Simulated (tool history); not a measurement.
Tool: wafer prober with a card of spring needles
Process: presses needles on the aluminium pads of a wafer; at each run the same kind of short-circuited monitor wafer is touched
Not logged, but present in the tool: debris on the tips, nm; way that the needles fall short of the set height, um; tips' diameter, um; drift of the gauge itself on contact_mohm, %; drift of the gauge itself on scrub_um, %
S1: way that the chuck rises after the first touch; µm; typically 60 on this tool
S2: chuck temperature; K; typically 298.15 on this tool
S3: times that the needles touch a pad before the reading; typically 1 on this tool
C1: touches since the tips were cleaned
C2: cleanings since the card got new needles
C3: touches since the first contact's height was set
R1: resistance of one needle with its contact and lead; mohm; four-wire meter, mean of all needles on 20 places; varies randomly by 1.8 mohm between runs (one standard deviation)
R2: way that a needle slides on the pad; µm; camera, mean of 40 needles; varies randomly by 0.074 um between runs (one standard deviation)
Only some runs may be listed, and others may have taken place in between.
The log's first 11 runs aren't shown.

run 12 hour=181.3 | S1=60 S2=298.15 S3=2 | C1=3579 C2=23 C3=129631 | R1=292 R2=15.01
-- hour=187.7 tips cleaned on abrasive film
run 13 hour=192.9 | S1=60 S2=298.15 S3=1 | C1=1178 C2=24 C3=132245 | R1=294 R2=15.1
run 14 hour=208.1 | S1=60 S2=298.15 S3=1 | C1=4644 C2=24 C3=135711 | R1=377 R2=15.24
-- hour=209.6 tips cleaned on abrasive film
-- hour=232 tips cleaned on abrasive film
run 15 hour=233.2 | S1=60 S2=319.15 S3=1 | C1=264 C2=26 C3=141357 | R1=240 R2=15.03
run 16 hour=246.1 | S1=60 S2=298.15 S3=2 | C1=3207 C2=26 C3=144300 | R1=291 R2=15.17
-- hour=254.9 tips cleaned on abrasive film
run 17 hour=266.3 | S1=60 S2=298.15 S3=2 | C1=2581 C2=27 C3=148875 | R1=288 R2=15.09
-- hour=278.2 tips cleaned on abrasive film
run 18 hour=279.2 | S1=60 S2=329.15 S3=1 | C1=239 C2=28 C3=151800 | R1=228 R2=15
run 19 hour=298.2 | S1=60 S2=315.15 S3=2 | C1=4548 C2=28 C3=156109 | R1=304 R2=14.97
-- hour=300.6 tips cleaned on abrasive film
run 20 hour=316.4 | S1=60 S2=315.15 S3=2 | C1=3594 C2=29 C3=160230 | R1=299 R2=14.97
-- hour=323.9 tips cleaned on abrasive film
run 21 hour=336.9 | S1=55 S2=363.15 S3=2 | C1=2967 C2=30 C3=164890 | R1=318 R2=13.69
-- hour=346.8 tips cleaned on abrasive film
run 22 hour=351.5 | S1=51 S2=334.15 S3=1 | C1=1067 C2=31 C3=168170 | R1=324 R2=12.62
-- hour=369 tips cleaned on abrasive film
run 23 hour=371.9 | S1=67 S2=299.15 S3=2 | C1=664 C2=32 C3=172805 | R1=228 R2=16.73
-- hour=390.5 tips cleaned on abrasive film
run 24 hour=391.7 | S1=77 S2=298.15 S3=2 | C1=284 C2=33 C3=177284 | R1=198 R2=19.32
run 25 hour=403 | S1=73 S2=298.15 S3=2 | C1=2865 C2=33 C3=179865 | R1=254 R2=18.31
-- hour=413.1 tips cleaned on abrasive film
run 26 hour=415.4 | S1=73 S2=298.15 S3=2 | C1=514 C2=34 C3=182644 | R1=208 R2=18.23
run 27 hour=429.6 | S1=56 S2=303.15 S3=2 | C1=3764 C2=34 C3=185894 | R1=325 R2=13.81
-- hour=434.7 tips cleaned on abrasive film
run 28 hour=443.7 | S1=56 S2=303.15 S3=2 | C1=2060 C2=35 C3=189083 | R1=297 R2=13.95
run 29 hour=455.1 | S1=56 S2=303.15 S3=2 | C1=4641 C2=35 C3=191664 | R1=329 R2=13.98
-- hour=457.7 tips cleaned on abrasive film
run 30 hour=467.2 | S1=56 S2=355.15 S3=2 | C1=2159 C2=36 C3=194399 | R1=305 R2=13.84
-- hour=480 tips cleaned on abrasive film
run 31 hour=494.3 | S1=61 S2=298.15 S3=2 | C1=3269 C2=37 C3=200547 | R1=302 R2=15.18
-- hour=502.2 tips cleaned on abrasive film
run 32 hour=514.4 | S1=49 S2=298.15 S3=1 | C1=2784 C2=38 C3=205095 | R1=449 R2=12.03
-- hour=523.7 tips cleaned on abrasive film
run 33 hour=541.3 | S1=63 S2=305.15 S3=2 | C1=3999 C2=39 C3=211199 | R1=297 R2=15.6

Predict each of these 4 candidate next runs independently; none follows another, all start after run 33:
-- hour=547.1 tips cleaned on abrasive film
run A hour=564.8 | S1=60 S2=305.15 S3=2 | C1=4028 C2=40 C3=216512 | R1=? R2=?
-- hour=547.1 tips cleaned on abrasive film
run B hour=564.8 | S1=55 S2=305.15 S3=2 | C1=4028 C2=40 C3=216512 | R1=? R2=?
-- hour=547.1 tips cleaned on abrasive film
run C hour=564.8 | S1=49 S2=298.15 S3=2 | C1=4028 C2=40 C3=216512 | R1=? R2=?
-- hour=547.1 tips cleaned on abrasive film
run D hour=564.8 | S1=58 S2=350.15 S3=2 | C1=4028 C2=40 C3=216512 | R1=? R2=?

run=A R1=310 R2=14.85
run=B R1=334 R2=13.52
run=C R1=374 R2=11.98
run=D R1=320 R2=14.24
What these runs would have given with no unlogged condition in the tool:
run=A R1=190 R2=15.5
run=B R1=191 R2=14.18
run=C R1=193 R2=12.64
run=D R1=200 R2=14.9
